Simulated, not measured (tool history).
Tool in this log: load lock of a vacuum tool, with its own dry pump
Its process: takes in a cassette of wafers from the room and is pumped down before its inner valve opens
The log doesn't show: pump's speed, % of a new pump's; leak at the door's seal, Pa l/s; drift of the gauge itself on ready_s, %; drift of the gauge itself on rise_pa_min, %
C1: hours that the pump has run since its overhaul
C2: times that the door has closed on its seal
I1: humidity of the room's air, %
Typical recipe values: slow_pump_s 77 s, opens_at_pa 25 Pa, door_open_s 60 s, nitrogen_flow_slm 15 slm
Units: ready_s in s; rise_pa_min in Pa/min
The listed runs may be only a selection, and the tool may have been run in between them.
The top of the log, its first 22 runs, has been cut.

Run 23, day 173.475: usual settings but slow_pump_s 147 s, opens_at_pa 41 Pa, door_open_s 75 s, nitrogen_flow_slm 4 slm; C1 3957; C2 44120; I1 45.7. Result: ready_s 181.6 s, rise_pa_min 0.48 Pa/min.
Run 24, day 180.125: usual settings but slow_pump_s 152 s, opens_at_pa 28 Pa, door_open_s 176 s, nitrogen_flow_slm 5 slm; C1 4117; C2 44701; I1 45.3. Result: ready_s 191.3 s, rise_pa_min 0.502 Pa/min.
Run 25, day 186.746: usual settings but slow_pump_s 62 s, opens_at_pa 28 Pa, door_open_s 176 s, nitrogen_flow_slm 34 slm; C1 4276; C2 45280; I1 45.9. Result: ready_s 117.2 s, rise_pa_min 0.484 Pa/min.
Run 26, day 196.854: usual settings but slow_pump_s 62 s, opens_at_pa 28 Pa, door_open_s 176 s, nitrogen_flow_slm 34 slm; C1 4519; C2 46163; I1 42.7. Result: ready_s 116.6 s, rise_pa_min 0.51 Pa/min.
At day 202.704: door's seal changed, seat wiped.
Run 27, day 204.562: usual settings but slow_pump_s 62 s, opens_at_pa 28 Pa, door_open_s 176 s, nitrogen_flow_slm 34 slm; C1 4702; C2 162; I1 44.8. Result: ready_s 117.9 s, rise_pa_min 0.023 Pa/min.
Run 28, day 210.962: usual settings but opens_at_pa 19 Pa, door_open_s 57 s; C1 4856; C2 721; I1 43.6. Result: ready_s 133.7 s, rise_pa_min 0.023 Pa/min.
Run 29, day 216.067: usual settings but opens_at_pa 19 Pa, door_open_s 57 s; C1 4978; C2 1167; I1 43.5. Result: ready_s 133.1 s, rise_pa_min 0.019 Pa/min.
Run 30, day 224.058: usual settings but opens_at_pa 19 Pa, door_open_s 57 s; C1 5170; C2 1866; I1 42.9. Result: ready_s 133.1 s, rise_pa_min 0.026 Pa/min.
Run 31, day 229.896: usual settings but opens_at_pa 23 Pa; C1 5310; C2 2376; I1 45.2. Result: ready_s 131.9 s, rise_pa_min 0.024 Pa/min.
Run 32, day 236.167: usual settings but slow_pump_s 146 s, opens_at_pa 23 Pa, door_open_s 29 s; C1 5461; C2 2924; I1 43.7. Result: ready_s 188.9 s, rise_pa_min 0.021 Pa/min.
Run 33, day 242.158: usual settings but slow_pump_s 104 s, door_open_s 36 s, nitrogen_flow_slm 42 slm; C1 5604; C2 3447; I1 43.8. Result: ready_s 150.8 s, rise_pa_min 0.019 Pa/min.
Run 34, day 247.654: usual settings but slow_pump_s 64 s, opens_at_pa 32 Pa, door_open_s 172 s, nitrogen_flow_slm 13 slm; C1 5736; C2 3928; I1 46.1. Result: ready_s 118.5 s, rise_pa_min 0.036 Pa/min.
Run 35, day 257.729: usual settings but slow_pump_s 49 s, nitrogen_flow_slm 5 slm; C1 5978; C2 4808; I1 46.7. Result: ready_s 108.9 s, rise_pa_min 0.045 Pa/min.
Run 36, day 267.554: usual settings but slow_pump_s 122 s, nitrogen_flow_slm 5 slm; C1 6214; C2 5666; I1 44.1. Result: ready_s 167.3 s, rise_pa_min 0.048 Pa/min.
Run 37, day 274.217: usual settings but opens_at_pa 42 Pa, door_open_s 37 s; C1 6374; C2 6248; I1 44.4. Result: ready_s 127.9 s, rise_pa_min 0.041 Pa/min.

3 ways to go on from here, each from the tool as it stands after run 37. What would each give?
Run A, day 284.217: usual settings but opens_at_pa 36 Pa, nitrogen_flow_slm 28 slm; C1 6614; C2 7122; I1 46.3. Result: ready_s ?, rise_pa_min ?.
Run B, day 284.217: usual settings but opens_at_pa 30 Pa, nitrogen_flow_slm 44 slm; C1 6614; C2 7122; I1 42. Result: ready_s ?, rise_pa_min ?.
Run C, day 284.217: usual settings but opens_at_pa 24 Pa, door_open_s 49 s; C1 6614; C2 7122; I1 42.7. Result: ready_s ?, rise_pa_min ?.

run  ready_s  rise_pa_min
  A    129.1        0.046
  B      131        0.046
  C    131.8        0.052
The same runs, with their run-to-run variation unchanged, on a tool lacking any hidden condition would have given:
run  ready_s  rise_pa_min
  A    124.5        0.012
  B    126.2        0.013
  C    126.8        0.018
